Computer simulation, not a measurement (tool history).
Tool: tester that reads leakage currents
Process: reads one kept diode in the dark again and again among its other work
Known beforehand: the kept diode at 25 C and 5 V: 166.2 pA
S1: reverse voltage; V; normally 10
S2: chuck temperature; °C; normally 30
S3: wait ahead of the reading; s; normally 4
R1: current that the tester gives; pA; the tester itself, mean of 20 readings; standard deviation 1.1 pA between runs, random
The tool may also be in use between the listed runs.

run 1 day=0 | S1=10 S2=30 S3=4 | R1=382.51
run 2 day=8.454 | S1=10 S2=30 S3=4 | R1=376.71
run 3 day=14.196 | S1=10 S2=30 S3=0.76 | R1=374.49
run 4 day=18.55 | S1=10 S2=30 S3=0.97 | R1=370.82
run 5 day=23.796 | S1=10 S2=30 S3=0.97 | R1=366.33
run 6 day=30.85 | S1=10 S2=22 S3=4 | R1=171.98
run 7 day=34.733 | S1=10 S2=22 S3=4 | R1=169.66
run 8 day=41.529 | S1=10 S2=22 S3=4 | R1=168.2
run 9 day=46.442 | S1=10 S2=44 S3=4 | R1=997.61
run 10 day=50.979 | S1=10 S2=30 S3=4 | R1=325.87
run 11 day=56.812 | S1=10 S2=30 S3=4 | R1=324.06
run 12 day=64.558 | S1=10 S2=30 S3=4 | R1=318.02
run 13 day=70.938 | S1=10 S2=30 S3=1.54 | R1=314.22
run 14 day=75.746 | S1=10 S2=30 S3=4 | R1=311.76
run 15 day=79.95 | S1=10 S2=47 S3=4 | R1=1073.59
run 16 day=84.292 | S1=10 S2=47 S3=4 | R1=1066.96
run 17 day=88.854 | S1=10 S2=30 S3=4 | R1=276.37
run 18 day=92.796 | S1=10 S2=30 S3=4 | R1=275.71
run 19 day=96.721 | S1=10 S2=30 S3=4 | R1=273.86
run 20 day=102.962 | S1=15.5 S2=35 S3=7.38 | R1=507.97
run 21 day=111.417 | S1=1.1 S2=32 S3=0.39 | R1=140.87
run 22 day=120.492 | S1=1.1 S2=32 S3=0.39 | R1=137.88
run 23 day=128.654 | S1=1.7 S2=37 S3=5.27 | R1=251.32
run 24 day=135.242 | S1=1.4 S2=44 S3=0.76 | R1=385.08
run 25 day=140.417 | S1=10.1 S2=48 S3=4 | R1=1391.83
run 26 day=148.35 | S1=9.5 S2=30 S3=4 | R1=330.51
run 27 day=156.517 | S1=10 S2=40 S3=4 | R1=732.83
run 28 day=161.433 | S1=13 S2=58 S3=1.36 | R1=3080.34
run 29 day=167.458 | S1=15.6 S2=26 S3=0.39 | R1=312.09
run 30 day=172.954 | S1=3.1 S2=34 S3=1.17 | R1=243.72
run 31 day=177.279 | S1=3.1 S2=34 S3=1.17 | R1=241.86
run 32 day=184.192 | S1=1.1 S2=22 S3=4 | R1=61.81
run 33 day=190.242 | S1=1.1 S2=22 S3=4 | R1=61.2
run 34 day=198.412 | S1=10 S2=37 S3=2.43 | R1=631.61
run 35 day=205.379 | S1=10 S2=37 S3=2.43 | R1=619.97
run 36 day=212.488 | S1=10 S2=47 S3=2.43 | R1=1301.29
run 37 day=219.658 | S1=5.7 S2=52 S3=4 | R1=1384.05
run 38 day=224.942 | S1=5.7 S2=52 S3=4 | R1=1362.39

Removed from this log: 4 entries logged between the listed runs. Between which two listed runs does each belong, and how does the tool's hidden state at the listed run before it compare with that at the listed run after it?
After run 5, before run 6: probe card cleaned and baked (day 28.625)
  stray current of the dirty probe card, pA a volt: 2.209 -> 0.045; current scale over the true one, %: 0.07 -> 0.08; true chuck temperature over the reading, C: -0.52 -> -0.71
  the result without the hidden state subtracted from the measured one, R1: +6.93 -> -10.48 pA
After run 14, before run 15: chuck's temperature calibrated (day 76.375)
  stray current of the dirty probe card, pA a volt: 0.521 -> 0.566; true chuck temperature over the reading, C: -1.98 -> -3.15
  the result without the hidden state subtracted from the measured one, R1: -49.19 -> -276.12 pA
After run 20, before run 21: chuck's temperature calibrated, once more (day 106.333)
  stray current of the dirty probe card, pA a volt: 0.826 -> 0.92; current scale over the true one, %: 0.17 -> 0.18; true chuck temperature over the reading, C: -3.78 -> -0.06
  the result without the hidden state subtracted from the measured one, R1: -163.18 -> +0.52 pA
After run 31, before run 32: chuck's temperature calibrated (day 183.046)
  stray current of the dirty probe card, pA a volt: 1.592 -> 1.663; current scale over the true one, %: 0.27 -> 0.28; true chuck temperature over the reading, C: -1.98 -> -0.03
  the result without the hidden state subtracted from the measured one, R1: -35.47 -> +1.83 pA
